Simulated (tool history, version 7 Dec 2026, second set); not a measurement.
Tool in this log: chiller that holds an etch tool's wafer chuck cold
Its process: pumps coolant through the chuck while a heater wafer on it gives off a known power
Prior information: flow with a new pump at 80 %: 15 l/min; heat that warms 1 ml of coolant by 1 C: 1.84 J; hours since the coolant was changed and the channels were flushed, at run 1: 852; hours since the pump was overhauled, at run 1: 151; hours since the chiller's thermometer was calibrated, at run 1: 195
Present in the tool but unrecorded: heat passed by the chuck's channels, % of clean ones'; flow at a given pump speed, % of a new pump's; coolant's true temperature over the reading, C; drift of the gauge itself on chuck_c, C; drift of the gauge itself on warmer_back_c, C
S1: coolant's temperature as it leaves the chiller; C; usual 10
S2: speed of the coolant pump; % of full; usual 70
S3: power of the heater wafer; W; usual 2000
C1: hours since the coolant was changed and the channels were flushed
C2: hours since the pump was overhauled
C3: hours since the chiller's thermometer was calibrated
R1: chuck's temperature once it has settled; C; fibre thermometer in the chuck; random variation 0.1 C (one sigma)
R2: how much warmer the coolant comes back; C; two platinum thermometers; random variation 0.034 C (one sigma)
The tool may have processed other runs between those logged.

run 1 day=0.000 | S1=10 S2=70 S3=2000 | C1=852 C2=151 C3=195 | R1=31.4 R2=5.02
run 2 day=0.975 | S1=10 S2=70 S3=2000 | C1=876 C2=174 C3=218 | R1=31.2 R2=5.07
run 3 day=2.004 | S1=10 S2=70 S3=2000 | C1=900 C2=199 C3=243 | R1=31.4 R2=4.98
run 4 day=2.717 | S1=10 S2=70 S3=2000 | C1=917 C2=216 C3=260 | R1=31.4 R2=5.03
run 5 day=3.975 | S1=10 S2=70 S3=2000 | C1=948 C2=246 C3=290 | R1=31.4 R2=5.08
-- day=4.096 chiller's thermometer calibrated
run 6 day=4.771 | S1=6 S2=70 S3=2000 | C1=966 C2=264 C3=16 | R1=27.4 R2=5.11
run 7 day=5.696 | S1=6 S2=70 S3=1503 | C1=988 C2=287 C3=38 | R1=22.2 R2=3.80
run 8 day=6.517 | S1=6 S2=70 S3=1503 | C1=1008 C2=306 C3=58 | R1=22.0 R2=3.82
run 9 day=7.779 | S1=6 S2=70 S3=1503 | C1=1038 C2=337 C3=88 | R1=22.2 R2=3.83
-- day=8.408 chiller's thermometer calibrated, once more
run 10 day=8.575 | S1=3 S2=61 S3=1568 | C1=1056 C2=355 C3=4 | R1=22.2 R2=4.61
run 11 day=9.758 | S1=3 S2=61 S3=1568 | C1=1084 C2=383 C3=32 | R1=22.2 R2=4.60
run 12 day=10.979 | S1=16 S2=73 S3=1719 | C1=1114 C2=412 C3=62 | R1=33.7 R2=4.10
run 13 day=11.542 | S1=16 S2=73 S3=1719 | C1=1127 C2=426 C3=75 | R1=33.8 R2=4.14
run 14 day=12.883 | S1=16 S2=73 S3=1719 | C1=1159 C2=458 C3=107 | R1=33.9 R2=4.16
run 15 day=14.200 | S1=10 S2=70 S3=1756 | C1=1191 C2=490 C3=139 | R1=28.8 R2=4.44
run 16 day=15.371 | S1=10 S2=63 S3=2000 | C1=1219 C2=518 C3=167 | R1=34.1 R2=5.74
run 17 day=16.438 | S1=10 S2=63 S3=2000 | C1=1245 C2=543 C3=193 | R1=33.9 R2=5.79

For some of the steps in R1 from one run to the next: how much would appear even if the tool had no hidden state, given the settings, what came in and random variation, and how much remains for the hidden state plus any gauge scatter that the measured result and the result without hidden state don't share?
Run 6 -> 7: S3 2000 -> 1503. R1 -5.2 C: hidden state -0.2, all else -5.0.
Run 11 -> 12: S1 3 -> 16, S2 61 -> 73, S3 1568 -> 1719. R1 +11.5 C: hidden state +0.0, all else +11.5.
